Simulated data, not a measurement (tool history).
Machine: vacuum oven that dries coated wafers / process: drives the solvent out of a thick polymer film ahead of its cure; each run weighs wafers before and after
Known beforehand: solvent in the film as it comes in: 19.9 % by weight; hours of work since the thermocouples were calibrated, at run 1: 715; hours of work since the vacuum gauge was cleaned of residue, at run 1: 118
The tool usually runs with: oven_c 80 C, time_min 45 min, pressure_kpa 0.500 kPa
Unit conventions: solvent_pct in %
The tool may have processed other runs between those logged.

run,hour,oven_c,time_min,pressure_kpa,hours of work since the thermocouples were calibrated,hours of work since the vacuum gauge was cleaned of residue,solvent_pct
1,0.0,80,45,0.500,715,118,1.34
2,24.2,80,45,0.500,731,134,1.34
3,46.4,80,45,0.500,746,149,1.33
4,74.5,80,45,0.500,764,168,1.31
5,120.8,80,45,0.500,795,199,1.32
6,146.9,80,45,0.500,813,216,1.32
7,170.2,80,45,0.500,828,231,1.32
8,212.0,80,45,0.500,856,259,1.33
9,246.0,80,45,0.445,879,282,1.28
10,278.6,80,37,0.500,901,304,2.01
11,312.5,80,37,0.500,923,326,1.97

For run 12, what comes out?
12,358.3,75,35,0.990,954,357,?

solvent_pct: 3.80 %
With no hidden state in the tool, this same run would have given solvent_pct 3.80 %.
